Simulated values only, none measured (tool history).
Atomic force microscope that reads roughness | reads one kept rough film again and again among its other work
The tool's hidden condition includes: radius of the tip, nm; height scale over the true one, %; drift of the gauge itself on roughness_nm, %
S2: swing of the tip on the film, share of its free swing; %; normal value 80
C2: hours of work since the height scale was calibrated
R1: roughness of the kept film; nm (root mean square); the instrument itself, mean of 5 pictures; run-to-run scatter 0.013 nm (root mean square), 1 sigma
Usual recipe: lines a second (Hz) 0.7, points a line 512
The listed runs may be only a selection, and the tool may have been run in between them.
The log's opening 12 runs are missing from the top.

{"run": 13, "hour": 249.7, "lines a second (Hz)": 0.7, "S2": 75, "points a line": 438, "pictures with this tip": 97, "C2": 262, "R1": 3.094}
{"run": 14, "hour": 273.8, "lines a second (Hz)": 0.7, "S2": 80, "points a line": 512, "pictures with this tip": 139, "C2": 277, "R1": 3.03}
{"run": 15, "hour": 301.9, "lines a second (Hz)": 0.7, "S2": 64, "points a line": 512, "pictures with this tip": 189, "C2": 295, "R1": 3.159}
{"run": 16, "hour": 319.6, "lines a second (Hz)": 0.7, "S2": 64, "points a line": 512, "pictures with this tip": 220, "C2": 306, "R1": 3.175}
{"run": 17, "hour": 336.0, "lines a second (Hz)": 0.7, "S2": 64, "points a line": 512, "pictures with this tip": 249, "C2": 316, "R1": 3.148}
{"run": 18, "hour": 351.6, "lines a second (Hz)": 0.7, "S2": 64, "points a line": 512, "pictures with this tip": 277, "C2": 325, "R1": 3.157}
{"hour": 353.9, "done": "new tip fitted"}
{"run": 19, "hour": 366.3, "lines a second (Hz)": 0.7, "S2": 64, "points a line": 512, "pictures with this tip": 22, "C2": 334, "R1": 3.17}
{"run": 20, "hour": 393.4, "lines a second (Hz)": 0.7, "S2": 64, "points a line": 512, "pictures with this tip": 70, "C2": 351, "R1": 3.16}
{"run": 21, "hour": 406.9, "lines a second (Hz)": 0.7, "S2": 64, "points a line": 512, "pictures with this tip": 94, "C2": 359, "R1": 3.174}
{"run": 22, "hour": 421.6, "lines a second (Hz)": 0.7, "S2": 64, "points a line": 512, "pictures with this tip": 120, "C2": 368, "R1": 3.159}
{"run": 23, "hour": 447.8, "lines a second (Hz)": 0.7, "S2": 64, "points a line": 512, "pictures with this tip": 166, "C2": 384, "R1": 3.18}
{"run": 24, "hour": 460.2, "lines a second (Hz)": 0.7, "S2": 64, "points a line": 512, "pictures with this tip": 188, "C2": 392, "R1": 3.148}
{"run": 25, "hour": 477.7, "lines a second (Hz)": 0.7, "S2": 84, "points a line": 512, "pictures with this tip": 219, "C2": 403, "R1": 3.003}
{"run": 26, "hour": 495.8, "lines a second (Hz)": 0.7, "S2": 80, "points a line": 512, "pictures with this tip": 251, "C2": 414, "R1": 3.024}
{"hour": 511.4, "done": "new tip fitted"}
{"run": 27, "hour": 515.0, "lines a second (Hz)": 0.7, "S2": 80, "points a line": 512, "pictures with this tip": 6, "C2": 425, "R1": 3.064}
{"run": 28, "hour": 541.2, "lines a second (Hz)": 2.333, "S2": 59, "points a line": 782, "pictures with this tip": 52, "C2": 441, "R1": 3.055}
{"run": 29, "hour": 558.3, "lines a second (Hz)": 2.333, "S2": 59, "points a line": 782, "pictures with this tip": 82, "C2": 452, "R1": 3.063}
{"run": 30, "hour": 577.0, "lines a second (Hz)": 2.333, "S2": 59, "points a line": 782, "pictures with this tip": 115, "C2": 464, "R1": 3.037}
{"run": 31, "hour": 589.9, "lines a second (Hz)": 2.534, "S2": 59, "points a line": 316, "pictures with this tip": 138, "C2": 472, "R1": 2.981}
{"run": 32, "hour": 609.6, "lines a second (Hz)": 0.981, "S2": 65, "points a line": 512, "pictures with this tip": 173, "C2": 484, "R1": 3.115}

Estimate the outcome of run 33 from the log above:
{"run": 33, "hour": 637.5, "lines a second (Hz)": 0.981, "S2": 65, "points a line": 580, "pictures with this tip": 222, "C2": 501, "R1": "?"}

Run 33 produced R1 3.121 nm (root mean square).
Minus the tool's unlogged condition, the same run would have read R1 3.135 nm (root mean square).
